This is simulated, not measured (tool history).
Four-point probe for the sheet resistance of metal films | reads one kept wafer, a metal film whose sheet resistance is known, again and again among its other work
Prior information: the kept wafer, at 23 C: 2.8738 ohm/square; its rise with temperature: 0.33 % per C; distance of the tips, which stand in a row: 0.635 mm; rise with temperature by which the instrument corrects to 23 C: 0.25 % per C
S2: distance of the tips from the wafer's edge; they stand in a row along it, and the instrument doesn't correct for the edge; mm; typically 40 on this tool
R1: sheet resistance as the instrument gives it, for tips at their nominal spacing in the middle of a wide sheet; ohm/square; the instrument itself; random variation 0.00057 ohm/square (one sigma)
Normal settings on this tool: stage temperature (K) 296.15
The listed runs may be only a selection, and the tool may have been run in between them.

run 1 hour=0.0 | stage_temperature_(K)=296.15 S2=40 | R1=2.874782
run 2 hour=60.8 | stage_temperature_(K)=296.15 S2=40 | R1=2.874759
run 3 hour=85.9 | stage_temperature_(K)=296.15 S2=40 | R1=2.874576
run 4 hour=115.9 | stage_temperature_(K)=296.15 S2=40 | R1=2.873358
run 5 hour=176.0 | stage_temperature_(K)=296.15 S2=40 | R1=2.874578
run 6 hour=204.0 | stage_temperature_(K)=296.15 S2=40 | R1=2.874317
run 7 hour=236.4 | stage_temperature_(K)=296.15 S2=40 | R1=2.874136
run 8 hour=270.0 | stage_temperature_(K)=296.15 S2=43 | R1=2.874859
run 9 hour=307.8 | stage_temperature_(K)=294.15 S2=43 | R1=2.870223
run 10 hour=357.5 | stage_temperature_(K)=296.15 S2=40 | R1=2.874938
run 11 hour=383.9 | stage_temperature_(K)=296.15 S2=40 | R1=2.873655
run 12 hour=420.8 | stage_temperature_(K)=296.15 S2=40 | R1=2.873972
run 13 hour=451.4 | stage_temperature_(K)=296.15 S2=40 | R1=2.875716
run 14 hour=491.1 | stage_temperature_(K)=293.15 S2=40 | R1=2.868351
run 15 hour=534.9 | stage_temperature_(K)=296.15 S2=40 | R1=2.874332
run 16 hour=565.0 | stage_temperature_(K)=296.15 S2=40 | R1=2.874034
run 17 hour=597.0 | stage_temperature_(K)=296.15 S2=40 | R1=2.874652
run 18 hour=658.0 | stage_temperature_(K)=291.15 S2=40 | R1=2.862014
run 19 hour=712.2 | stage_temperature_(K)=292.15 S2=46 | R1=2.865912
run 20 hour=760.7 | stage_temperature_(K)=304.15 S2=4 | R1=2.929628
run 21 hour=816.0 | stage_temperature_(K)=298.15 S2=37 | R1=2.878707
run 22 hour=845.4 | stage_temperature_(K)=307.15 S2=14 | R1=2.900482
run 23 hour=893.0 | stage_temperature_(K)=307.15 S2=14 | R1=2.901086
run 24 hour=920.7 | stage_temperature_(K)=293.15 S2=5 | R1=2.892484
run 25 hour=981.4 | stage_temperature_(K)=296.15 S2=18 | R1=2.876378
run 26 hour=1030.6 | stage_temperature_(K)=304.15 S2=14 | R1=2.895342
run 27 hour=1071.3 | stage_temperature_(K)=304.15 S2=14 | R1=2.894802
run 28 hour=1124.8 | stage_temperature_(K)=304.15 S2=14 | R1=2.895352
run 29 hour=1151.2 | stage_temperature_(K)=304.15 S2=14 | R1=2.894976
run 30 hour=1193.1 | stage_temperature_(K)=298.15 S2=50 | R1=2.878918
run 31 hour=1234.4 | stage_temperature_(K)=298.15 S2=50 | R1=2.879168
run 32 hour=1283.9 | stage_temperature_(K)=298.15 S2=50 | R1=2.878764
run 33 hour=1314.4 | stage_temperature_(K)=298.15 S2=50 | R1=2.878918
run 34 hour=1340.2 | stage_temperature_(K)=304.15 S2=18 | R1=2.893831
run 35 hour=1391.2 | stage_temperature_(K)=304.15 S2=18 | R1=2.893061
run 36 hour=1434.6 | stage_temperature_(K)=307.15 S2=41 | R1=2.898002

Taken out of this log: 2 entries between the listed runs. Where each belongs, and how the hidden state differs across it:
From run 26 to run 27: stage's thermometer calibrated (hour 1034.8)
  both runs share identical hidden conditions
From run 34 to run 35: new probe head fitted (hour 1364.7)
  inner tips' distance over the nominal, %: 0.01 -> -0.001; tips' flats over new ones', %: 1 -> 0
